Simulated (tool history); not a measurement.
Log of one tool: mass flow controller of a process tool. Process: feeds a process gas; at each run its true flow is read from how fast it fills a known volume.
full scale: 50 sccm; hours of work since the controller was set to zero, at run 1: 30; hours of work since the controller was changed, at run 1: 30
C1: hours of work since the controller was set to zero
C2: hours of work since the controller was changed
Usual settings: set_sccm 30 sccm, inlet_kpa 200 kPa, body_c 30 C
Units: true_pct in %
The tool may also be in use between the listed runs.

Run 1, hour 0.0: usual settings; C1 30; C2 30. Result: true_pct 99.63 %.
Run 2, hour 109.7: usual settings; C1 103; C2 103. Result: true_pct 99.54 %.
Run 3, hour 186.9: usual settings; C1 155; C2 155. Result: true_pct 99.55 %.
Run 4, hour 318.7: usual settings; C1 243; C2 243. Result: true_pct 99.61 %.
Run 5, hour 435.5: usual settings; C1 321; C2 321. Result: true_pct 99.61 %.
Run 6, hour 522.2: usual settings; C1 379; C2 379. Result: true_pct 99.51 %.
Run 7, hour 625.4: usual settings; C1 448; C2 448. Result: true_pct 99.59 %.
Run 8, hour 744.5: usual settings; C1 528; C2 528. Result: true_pct 99.57 %.
Run 9, hour 838.1: usual settings; C1 590; C2 590. Result: true_pct 99.52 %.
Run 10, hour 927.6: usual settings; C1 650; C2 650. Result: true_pct 99.57 %.
Run 11, hour 1026.7: usual settings but inlet_kpa 212 kPa; C1 716; C2 716. Result: true_pct 99.60 %.
Run 12, hour 1132.2: usual settings but inlet_kpa 212 kPa; C1 787; C2 787. Result: true_pct 99.42 %.
Run 13, hour 1252.4: usual settings but inlet_kpa 212 kPa; C1 867; C2 867. Result: true_pct 99.56 %.
Run 14, hour 1354.0: usual settings but set_sccm 27 sccm, inlet_kpa 170 kPa, body_c 27 C; C1 935; C2 935. Result: true_pct 99.32 %.
Run 15, hour 1482.5: usual settings but set_sccm 41 sccm, inlet_kpa 157 kPa, body_c 29 C; C1 1021; C2 1021. Result: true_pct 100.12 %.
Run 16, hour 1593.1: usual settings but set_sccm 11 sccm, inlet_kpa 181 kPa, body_c 29 C; C1 1094; C2 1094. Result: true_pct 98.70 %.
Run 17, hour 1664.1: usual settings but set_sccm 11 sccm, inlet_kpa 181 kPa, body_c 29 C; C1 1142; C2 1142. Result: true_pct 98.55 %.
Run 18, hour 1730.5: usual settings but inlet_kpa 173 kPa, body_c 21 C; C1 1186; C2 1186. Result: true_pct 98.66 %.
Run 19, hour 1821.3: usual settings but inlet_kpa 217 kPa, body_c 24 C; C1 1247; C2 1247. Result: true_pct 99.01 %.
Run 20, hour 1915.7: usual settings but set_sccm 29 sccm, inlet_kpa 153 kPa, body_c 28 C; C1 1310; C2 1310. Result: true_pct 99.56 %.
Run 21, hour 2054.9: usual settings but set_sccm 5 sccm; C1 1403; C2 1403. Result: true_pct 98.37 %.
Run 22, hour 2172.8: usual settings but set_sccm 5 sccm; C1 1482; C2 1482. Result: true_pct 98.42 %.
Run 23, hour 2265.5: usual settings but set_sccm 13 sccm, inlet_kpa 258 kPa, body_c 25 C; C1 1544; C2 1544. Result: true_pct 98.04 %.

5 ways to go on from here, each from the tool as it stands after run 23. What would each give?
Run A, hour 2368.7: usual settings but set_sccm 13 sccm, inlet_kpa 150 kPa, body_c 33 C; C1 1613; C2 1613. Result: true_pct ?.
Run B, hour 2368.7: usual settings but set_sccm 5 sccm, body_c 26 C; C1 1613; C2 1613. Result: true_pct ?.
Run C, hour 2368.7: usual settings but set_sccm 7 sccm, inlet_kpa 258 kPa, body_c 21 C; C1 1613; C2 1613. Result: true_pct ?.
Run D, hour 2368.7: usual settings but set_sccm 26 sccm, body_c 33 C; C1 1613; C2 1613. Result: true_pct ?.
Run E, hour 2368.7: usual settings but set_sccm 5 sccm; C1 1613; C2 1613. Result: true_pct ?.

run  true_pct
  A     99.39
  B     97.96
  C     97.27
  D     99.71
  E     98.30
Without the tool's hidden state the same runs would have given:
run  true_pct
  A     99.39
  B     97.98
  C     97.28
  D     99.71
  E     98.31
